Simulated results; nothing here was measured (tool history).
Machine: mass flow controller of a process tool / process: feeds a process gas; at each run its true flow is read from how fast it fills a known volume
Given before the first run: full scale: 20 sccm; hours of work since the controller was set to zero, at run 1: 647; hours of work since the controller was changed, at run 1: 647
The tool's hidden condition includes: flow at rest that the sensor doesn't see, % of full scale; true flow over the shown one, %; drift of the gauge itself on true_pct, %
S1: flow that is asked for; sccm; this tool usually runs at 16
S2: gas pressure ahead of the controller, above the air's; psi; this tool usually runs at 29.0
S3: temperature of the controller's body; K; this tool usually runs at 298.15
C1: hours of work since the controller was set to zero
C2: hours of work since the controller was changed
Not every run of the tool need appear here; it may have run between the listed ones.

{"run": 1, "hour": 0.0, "S1": 16, "S2": 29.0, "S3": 298.15, "C1": 647, "C2": 647, "true flow (%)": 99.43}
{"run": 2, "hour": 153.2, "S1": 16, "S2": 29.0, "S3": 298.15, "C1": 728, "C2": 728, "true flow (%)": 99.35}
{"run": 3, "hour": 309.8, "S1": 16, "S2": 29.0, "S3": 298.15, "C1": 811, "C2": 811, "true flow (%)": 99.14}
{"run": 4, "hour": 426.8, "S1": 16, "S2": 29.0, "S3": 298.15, "C1": 873, "C2": 873, "true flow (%)": 99.14}
{"run": 5, "hour": 583.2, "S1": 16, "S2": 29.0, "S3": 298.15, "C1": 956, "C2": 956, "true flow (%)": 99.03}
{"run": 6, "hour": 720.3, "S1": 16, "S2": 29.0, "S3": 307.15, "C1": 1028, "C2": 1028, "true flow (%)": 98.2}
{"run": 7, "hour": 807.9, "S1": 14, "S2": 29.0, "S3": 307.15, "C1": 1075, "C2": 1075, "true flow (%)": 97.82}
{"run": 8, "hour": 892.7, "S1": 14, "S2": 29.0, "S3": 307.15, "C1": 1120, "C2": 1120, "true flow (%)": 97.69}
{"run": 9, "hour": 1023.3, "S1": 14, "S2": 29.0, "S3": 307.15, "C1": 1189, "C2": 1189, "true flow (%)": 97.74}
{"run": 10, "hour": 1196.2, "S1": 8, "S2": 29.0, "S3": 298.15, "C1": 1280, "C2": 1280, "true flow (%)": 97.63}
{"run": 11, "hour": 1286.3, "S1": 8, "S2": 29.0, "S3": 298.15, "C1": 1328, "C2": 1328, "true flow (%)": 97.46}
{"run": 12, "hour": 1395.4, "S1": 16, "S2": 23.2, "S3": 298.15, "C1": 1386, "C2": 1386, "true flow (%)": 99.07}
{"run": 13, "hour": 1581.6, "S1": 16, "S2": 23.2, "S3": 298.15, "C1": 1484, "C2": 1484, "true flow (%)": 98.8}
{"run": 14, "hour": 1705.7, "S1": 16, "S2": 23.2, "S3": 298.15, "C1": 1550, "C2": 1550, "true flow (%)": 98.77}
{"run": 15, "hour": 1792.8, "S1": 16, "S2": 29.0, "S3": 298.15, "C1": 1596, "C2": 1596, "true flow (%)": 98.39}
{"run": 16, "hour": 1949.9, "S1": 14, "S2": 29.0, "S3": 295.15, "C1": 1680, "C2": 1680, "true flow (%)": 98.26}
{"run": 17, "hour": 2086.6, "S1": 10, "S2": 27.7, "S3": 307.15, "C1": 1752, "C2": 1752, "true flow (%)": 96.6}
{"run": 18, "hour": 2282.1, "S1": 3, "S2": 35.8, "S3": 301.15, "C1": 1855, "C2": 1855, "true flow (%)": 95.67}
{"run": 19, "hour": 2426.8, "S1": 12, "S2": 31.8, "S3": 301.15, "C1": 1932, "C2": 1932, "true flow (%)": 97.09}
{"run": 20, "hour": 2607.1, "S1": 18, "S2": 39.7, "S3": 301.15, "C1": 2028, "C2": 2028, "true flow (%)": 97.62}
{"run": 21, "hour": 2758.9, "S1": 8, "S2": 20.9, "S3": 305.15, "C1": 2108, "C2": 2108, "true flow (%)": 96.48}
{"run": 22, "hour": 2857.1, "S1": 8, "S2": 20.9, "S3": 305.15, "C1": 2160, "C2": 2160, "true flow (%)": 96.3}
{"run": 23, "hour": 2958.4, "S1": 8, "S2": 20.9, "S3": 305.15, "C1": 2214, "C2": 2214, "true flow (%)": 96.34}
{"run": 24, "hour": 3102.6, "S1": 16, "S2": 35.2, "S3": 299.15, "C1": 2290, "C2": 2290, "true flow (%)": 97.41}
{"run": 25, "hour": 3283.7, "S1": 4, "S2": 36.7, "S3": 299.15, "C1": 2386, "C2": 2386, "true flow (%)": 95.48}
{"run": 26, "hour": 3407.5, "S1": 4, "S2": 35.5, "S3": 294.15, "C1": 2452, "C2": 2452, "true flow (%)": 96.08}
{"run": 27, "hour": 3502.6, "S1": 4, "S2": 38.4, "S3": 298.15, "C1": 2502, "C2": 2502, "true flow (%)": 95.61}
{"run": 28, "hour": 3584.9, "S1": 3, "S2": 21.6, "S3": 298.15, "C1": 2545, "C2": 2545, "true flow (%)": 95.86}
{"run": 29, "hour": 3681.4, "S1": 10, "S2": 29.0, "S3": 294.15, "C1": 2597, "C2": 2597, "true flow (%)": 96.86}
{"run": 30, "hour": 3845.0, "S1": 10, "S2": 29.0, "S3": 294.15, "C1": 2683, "C2": 2683, "true flow (%)": 96.84}

Alternative continuations, all from the tool just after run 30; predict every row:
{"run": "A", "hour": 4004.4, "S1": 11, "S2": 22.9, "S3": 295.15, "C1": 2768, "C2": 2768, "true flow (%)": "?"}
{"run": "B", "hour": 4004.4, "S1": 18, "S2": 23.1, "S3": 300.15, "C1": 2768, "C2": 2768, "true flow (%)": "?"}
{"run": "C", "hour": 4004.4, "S1": 2, "S2": 21.3, "S3": 303.15, "C1": 2768, "C2": 2768, "true flow (%)": "?"}

run=A true_flow_(%)=97.20
run=B true_flow_(%)=97.71
run=C true_flow_(%)=95.29
With the hidden condition removed and each run's random variation left untouched, the same runs would have given:
run=A true_flow_(%)=99.28
run=B true_flow_(%)=99.80
run=C true_flow_(%)=97.34
